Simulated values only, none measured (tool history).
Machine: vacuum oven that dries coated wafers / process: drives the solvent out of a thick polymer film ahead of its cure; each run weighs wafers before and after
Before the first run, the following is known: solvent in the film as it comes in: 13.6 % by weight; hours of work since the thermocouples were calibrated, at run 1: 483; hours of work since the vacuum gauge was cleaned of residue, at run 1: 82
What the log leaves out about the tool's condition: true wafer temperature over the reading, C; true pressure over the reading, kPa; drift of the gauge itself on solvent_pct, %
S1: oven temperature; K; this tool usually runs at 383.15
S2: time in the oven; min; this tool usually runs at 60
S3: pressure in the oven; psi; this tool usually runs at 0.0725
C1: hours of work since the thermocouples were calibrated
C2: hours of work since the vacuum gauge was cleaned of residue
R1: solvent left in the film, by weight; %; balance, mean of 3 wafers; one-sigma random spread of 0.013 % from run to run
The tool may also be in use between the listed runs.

run,day,S1,S2,S3,C1,C2,R1
1,0,383.15,60,0.0725,483,82,1.1
2,2.667,383.15,104,0.0725,527,126,0.28
3,4.862,383.15,104,0.0725,564,163,0.29
4,7.921,383.15,37,0.0725,615,214,2.56
5,10.025,383.15,37,0.0725,650,249,2.54
# day 12.396: oven's thermocouples calibrated
6,13.892,369.15,60,0.0725,25,312,2.75
7,17.188,369.15,60,0.0725,80,368,2.75
8,20.204,383.15,33,0.0418,130,418,2.93
# day 20.608: oven's thermocouples calibrated, once more
9,22.992,380.15,62,0.0745,40,463,1.37
10,25.425,386.15,57,0.0725,80,504,1.01
11,28.125,386.15,57,0.0725,125,549,1.04
12,30.496,378.15,60,0.0725,165,588,1.69
13,33.721,395.15,98,0.0725,219,642,0.13

Branching from run 13: 3 alternative next runs. What would each branch give?
A,36.858,376.15,31,0.2113,271,694,?
B,36.858,381.15,35,0.0725,271,694,?
C,36.858,385.15,67,0.0439,271,694,?

run,R1
A,4.54
B,3.15
C,0.72
Stripped of hidden state, with their random variation kept, the same runs would have yielded:
run,R1
A,4.53
B,3.14
C,0.68
